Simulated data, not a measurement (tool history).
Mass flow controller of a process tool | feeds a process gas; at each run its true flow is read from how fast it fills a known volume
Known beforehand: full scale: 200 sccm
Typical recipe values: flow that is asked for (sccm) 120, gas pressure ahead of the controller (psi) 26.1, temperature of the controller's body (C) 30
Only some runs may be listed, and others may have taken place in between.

run	hour	flow that is asked for (sccm)	gas pressure ahead of the controller (psi)	temperature of the controller's body (C)	true flow (%)
1	0.0	120	26.1	30	98.86
2	339.1	186	26.1	30	99.26
3	516.6	120	26.1	30	99.07
4	686.6	120	26.1	30	99.16
5	918.3	120	26.1	30	99.07
6	1285.3	120	26.1	30	99.08
7	1595.9	120	26.1	30	99.05
8	1957.3	120	26.1	30	99.08
9	2243.9	120	26.1	30	99.18
10	2558.0	120	26.1	30	98.96
11	2757.9	28	26.1	30	98.57
12	3085.1	87	26.1	30	98.90
13	3320.4	120	26.1	30	99.04
14	3586.9	120	26.1	30	99.22
15	3809.1	29	26.1	30	98.58
16	4043.1	29	26.1	30	98.65
17	4303.7	29	26.1	30	98.59
18	4521.5	29	26.1	30	98.65
19	4775.9	120	26.1	38	98.34
20	5080.7	59	37.3	40	97.97
21	5368.2	59	37.3	40	97.94
22	5647.4	59	37.3	40	98.04
23	5912.4	59	37.3	40	97.80
24	6237.0	139	31.8	36	98.60
25	6526.1	42	27.0	28	98.92
26	6831.3	150	27.0	28	99.37
27	7218.0	150	27.0	28	99.39
28	7525.0	150	27.0	28	99.46
29	7909.4	123	37.1	31	99.14
# hour 8085.6: controller's zero set anew
30	8085.6	65	40.5	25	99.61
# hour 8157.4: controller exchanged for a calibrated one
31	8363.7	198	35.2	29	99.74
32	8540.6	120	34.4	39	98.20
33	8709.1	120	34.4	39	98.26
34	9066.1	35	23.2	30	98.61
35	9335.4	25	37.7	24	99.53
36	9539.0	33	36.5	25	99.45
37	9779.7	26	26.1	30	98.67

Below are 5 alternative next runs, each starting from the tool's condition after run 37. Predict each:
A	10069.3	45	25.1	34	?
B	10069.3	20	30.6	39	?
C	10069.3	26	26.1	33	?
D	10069.3	37	26.1	30	?
E	10069.3	24	20.7	31	?

run	true flow (%)
A	98.33
B	97.82
C	98.37
D	98.58
E	98.45
Had the tool no hidden state, the same runs would have come out as:
run	true flow (%)
A	98.33
B	97.83
C	98.38
D	98.59
E	98.46
